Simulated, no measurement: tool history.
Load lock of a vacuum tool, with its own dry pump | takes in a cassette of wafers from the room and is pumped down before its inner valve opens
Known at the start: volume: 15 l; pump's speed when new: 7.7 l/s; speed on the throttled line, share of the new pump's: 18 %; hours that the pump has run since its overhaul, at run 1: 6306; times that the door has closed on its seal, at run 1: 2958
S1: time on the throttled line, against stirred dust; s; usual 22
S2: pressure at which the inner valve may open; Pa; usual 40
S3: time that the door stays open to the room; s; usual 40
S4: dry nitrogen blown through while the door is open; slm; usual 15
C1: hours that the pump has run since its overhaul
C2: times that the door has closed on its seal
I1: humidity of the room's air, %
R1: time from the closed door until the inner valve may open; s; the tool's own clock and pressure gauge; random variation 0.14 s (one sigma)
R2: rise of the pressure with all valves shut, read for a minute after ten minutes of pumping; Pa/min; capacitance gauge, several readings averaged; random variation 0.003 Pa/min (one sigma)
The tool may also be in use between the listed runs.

| run | day | S1 | S2 | S3 | S4 | C1 | C2 | I1 | R1 | R2 |
|---|---|---|---|---|---|---|---|---|---|---|
| 1 | 0.000 | 22 | 40 | 40 | 15 | 6306 | 2958 | 48.3 | 34.1 | 0.034 |
| 2 | 8.121 | 22 | 40 | 31 | 15 | 6501 | 3609 | 43.5 | 34.3 | 0.041 |
| 3 | 18.933 | 22 | 71 | 31 | 15 | 6761 | 4477 | 45.8 | 33.0 | 0.034 |
| 4 | 25.696 | 22 | 71 | 31 | 15 | 6923 | 5019 | 43.5 | 32.9 | 0.038 |
| 5 | 36.600 | 22 | 71 | 31 | 15 | 7185 | 5894 | 46.5 | 32.9 | 0.040 |
| 6 | 46.604 | 22 | 32 | 31 | 15 | 7425 | 6696 | 45.6 | 35.0 | 0.040 |
| 7 | 58.500 | 22 | 32 | 31 | 15 | 7710 | 7651 | 49.0 | 34.6 | 0.046 |
| 8 | 67.033 | 22 | 32 | 31 | 15 | 7915 | 8335 | 45.0 | 34.8 | 0.050 |
| 9 | 78.833 | 22 | 32 | 31 | 15 | 8198 | 9282 | 46.1 | 34.9 | 0.048 |
| 10 | 87.829 | 22 | 32 | 31 | 15 | 8414 | 10004 | 42.6 | 35.1 | 0.054 |
| 11 | 96.242 | 25 | 40 | 40 | 15 | 8616 | 10678 | 44.1 | 36.8 | 0.055 |
| 12 | 105.008 | 16 | 40 | 151 | 22 | 8827 | 11382 | 44.6 | 29.6 | 0.077 |
| 13 | 117.683 | 16 | 40 | 151 | 22 | 9131 | 12399 | 43.7 | 29.8 | 0.079 |
| 14 | 129.242 | 16 | 40 | 151 | 22 | 9408 | 13326 | 45.0 | 29.8 | 0.081 |
| 15 | 139.950 | 17 | 42 | 40 | 15 | 9665 | 14185 | 45.6 | 30.7 | 0.071 |
| 16 | 145.329 | 26 | 31 | 152 | 32 | 9794 | 14617 | 39.9 | 38.7 | 0.079 |
| 17 | 156.796 | 26 | 31 | 152 | 32 | 10069 | 15536 | 45.3 | 38.3 | 0.086 |
| 18 | 169.262 | 26 | 31 | 152 | 32 | 10369 | 16537 | 47.0 | 38.5 | 0.088 |
| 19 | 174.971 | 26 | 31 | 152 | 32 | 10506 | 16994 | 43.2 | 38.7 | 0.086 |
| 20 | 187.075 | 27 | 30 | 25 | 11 | 10796 | 17965 | 42.3 | 39.6 | 0.068 |
| 21 | 195.175 | 30 | 36 | 53 | 4 | 10990 | 18615 | 42.9 | 41.6 | 0.109 |
| 22 | 202.038 | 22 | 40 | 88 | 15 | 11155 | 19166 | 42.7 | 35.0 | 0.104 |

3 ways to go on from here, each from the tool as it stands after run 22. What would each give?
| A | 210.733 | 11 | 40 | 26 | 15 | 11364 | 19863 | 46.3 | ? | ? |
| B | 210.733 | 18 | 38 | 88 | 23 | 11364 | 19863 | 44.8 | ? | ? |
| C | 210.733 | 22 | 55 | 40 | 15 | 11364 | 19863 | 44.4 | ? | ? |

| run | R1 | R2 |
|---|---|---|
| A | 26.0 | 0.091 |
| B | 31.6 | 0.094 |
| C | 34.1 | 0.094 |
Without the tool's hidden state the same runs would have given:
| run | R1 | R2 |
|---|---|---|
| A | 24.3 | 0.028 |
| B | 29.9 | 0.032 |
| C | 32.6 | 0.031 |
